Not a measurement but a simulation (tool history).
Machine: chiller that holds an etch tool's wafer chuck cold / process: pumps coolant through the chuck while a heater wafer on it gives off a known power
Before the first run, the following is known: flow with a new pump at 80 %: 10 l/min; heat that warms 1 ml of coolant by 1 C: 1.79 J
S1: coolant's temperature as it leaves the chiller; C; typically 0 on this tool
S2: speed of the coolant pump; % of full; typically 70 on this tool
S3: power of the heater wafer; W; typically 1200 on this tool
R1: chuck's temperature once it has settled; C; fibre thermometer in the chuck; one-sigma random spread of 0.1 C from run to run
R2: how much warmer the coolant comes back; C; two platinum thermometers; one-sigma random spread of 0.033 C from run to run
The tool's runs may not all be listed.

run 1 day=0.000 | S1=0 S2=70 S3=1200 | R1=16.4 R2=4.64
run 2 day=1.183 | S1=0 S2=70 S3=1200 | R1=16.5 R2=4.66
run 3 day=2.588 | S1=0 S2=70 S3=1200 | R1=16.5 R2=4.58
run 4 day=3.796 | S1=0 S2=70 S3=1200 | R1=16.4 R2=4.59
run 5 day=5.092 | S1=0 S2=70 S3=1200 | R1=16.5 R2=4.60
run 6 day=5.912 | S1=0 S2=70 S3=1200 | R1=16.6 R2=4.58
run 7 day=6.858 | S1=0 S2=70 S3=1200 | R1=16.5 R2=4.61
run 8 day=7.958 | S1=0 S2=70 S3=1200 | R1=16.6 R2=4.67
run 9 day=9.083 | S1=0 S2=70 S3=1200 | R1=16.5 R2=4.67
run 10 day=10.462 | S1=0 S2=70 S3=1655 | R1=22.8 R2=6.41
run 11 day=11.171 | S1=0 S2=70 S3=1655 | R1=22.8 R2=6.37
run 12 day=12.096 | S1=0 S2=70 S3=1655 | R1=22.8 R2=6.40
run 13 day=13.042 | S1=0 S2=70 S3=1655 | R1=22.8 R2=6.40
run 14 day=14.046 | S1=0 S2=70 S3=1655 | R1=23.0 R2=6.38
run 15 day=15.350 | S1=0 S2=70 S3=1070 | R1=15.0 R2=4.19
run 16 day=16.412 | S1=0 S2=91 S3=1070 | R1=11.8 R2=3.20
run 17 day=17.358 | S1=-1 S2=61 S3=724 | R1=10.5 R2=3.22
run 18 day=17.992 | S1=-1 S2=61 S3=724 | R1=10.5 R2=3.22
run 19 day=18.738 | S1=5 S2=76 S3=1294 | R1=21.7 R2=4.59
run 20 day=20.000 | S1=2 S2=88 S3=1294 | R1=16.9 R2=3.97
run 21 day=20.621 | S1=2 S2=88 S3=1294 | R1=16.8 R2=3.99
run 22 day=21.542 | S1=2 S2=88 S3=1294 | R1=16.8 R2=4.02
run 23 day=22.183 | S1=2 S2=67 S3=1294 | R1=20.9 R2=5.23
run 24 day=22.758 | S1=2 S2=63 S3=1749 | R1=28.8 R2=7.46
run 25 day=23.717 | S1=-8 S2=65 S3=848 | R1=4.6 R2=3.48
-- day=24.304 chiller's thermometer calibrated
run 26 day=25.000 | S1=4 S2=73 S3=1212 | R1=19.9 R2=4.49
run 27 day=25.962 | S1=4 S2=73 S3=844 | R1=15.1 R2=3.19
run 28 day=27.329 | S1=4 S2=69 S3=634 | R1=12.7 R2=2.46
run 29 day=28.479 | S1=4 S2=69 S3=634 | R1=12.8 R2=2.51
run 30 day=29.471 | S1=4 S2=63 S3=1785 | R1=31.0 R2=7.69
run 31 day=30.867 | S1=1 S2=73 S3=1731 | R1=24.0 R2=6.35

4 ways to go on from here, each from the tool as it stands after run 31. What would each give?
run A day=32.096 | S1=0 S2=70 S3=1290 | R1=? R2=?
run B day=32.096 | S1=6 S2=91 S3=829 | R1=? R2=?
run C day=32.096 | S1=1 S2=73 S3=1179 | R1=? R2=?
run D day=32.096 | S1=1 S2=73 S3=1587 | R1=? R2=?

run=A R1=17.8 R2=5.02
run=B R1=15.1 R2=2.40
run=C R1=16.8 R2=4.33
run=D R1=22.2 R2=5.92
Without the tool's hidden state the same runs would have given:
run=A R1=15.8 R2=4.94
run=B R1=14.0 R2=2.37
run=C R1=15.0 R2=4.27
run=D R1=19.8 R2=5.83
